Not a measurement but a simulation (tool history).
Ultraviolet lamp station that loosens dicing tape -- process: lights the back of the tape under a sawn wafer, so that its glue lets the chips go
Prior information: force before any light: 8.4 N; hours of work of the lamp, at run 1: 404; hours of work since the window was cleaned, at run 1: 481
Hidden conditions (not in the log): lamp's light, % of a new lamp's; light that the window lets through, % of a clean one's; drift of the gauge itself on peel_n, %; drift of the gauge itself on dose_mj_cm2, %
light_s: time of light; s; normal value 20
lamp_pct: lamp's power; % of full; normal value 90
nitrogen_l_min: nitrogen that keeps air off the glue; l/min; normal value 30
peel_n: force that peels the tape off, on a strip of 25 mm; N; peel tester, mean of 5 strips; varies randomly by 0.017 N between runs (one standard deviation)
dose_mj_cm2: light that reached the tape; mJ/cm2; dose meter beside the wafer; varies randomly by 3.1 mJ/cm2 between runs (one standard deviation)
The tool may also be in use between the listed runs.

run   hour  light_s  lamp_pct  nitrogen_l_min  hours of work of the lamp  hours of work since the window was cleaned  peel_n  dose_mj_cm2
  1    0.0       20        90              30                        404                                         481   0.840          473
  2   30.3       35        90              30                        428                                         505   0.271          826
  3   49.5       13        90              30                        443                                         520   1.771          304
  4   66.0       20        90              30                        456                                         533   0.856          468
  5   94.1       20        90              30                        478                                         555   0.797          472
  6  109.9       20        90              11                        491                                         567   1.237          470
  7  145.7       20        90              18                        519                                         595   1.046          472
  8  164.3       20        90              18                        533                                         610   1.001          471
  9  184.5       20        90              18                        549                                         626   1.009          474
     206.5  -- window cleaned of glue's vapour
 10  215.4       20        90              18                        573                                           7   1.002          467
 11  237.5       20        90              30                        590                                          24   0.843          467
 12  263.5       20        90              30                        611                                          45   0.820          475
 13  292.2       34        90              30                        633                                          67   0.268          797
 14  308.7       20        77              30                        646                                          80   1.099          402
 15  329.3       33        68              30                        662                                          96   0.530          583
 16  360.7       33        68              30                        687                                         121   0.514          581
 17  385.5       12        69              45                        706                                         140   2.526          215
     396.4  -- lamp changed
 18  404.1       29       100              30                          6                                         154   0.312          759

Predict the results of run 19:
 19  421.3       33        67              17                         20                                         168       ?            ?

Run 19 produced peel_n 0.654 N, dose_mj_cm2 571 mJ/cm2.
Minus the tool's unlogged condition, the same run would have read peel_n 0.653 N, dose_mj_cm2 571 mJ/cm2.
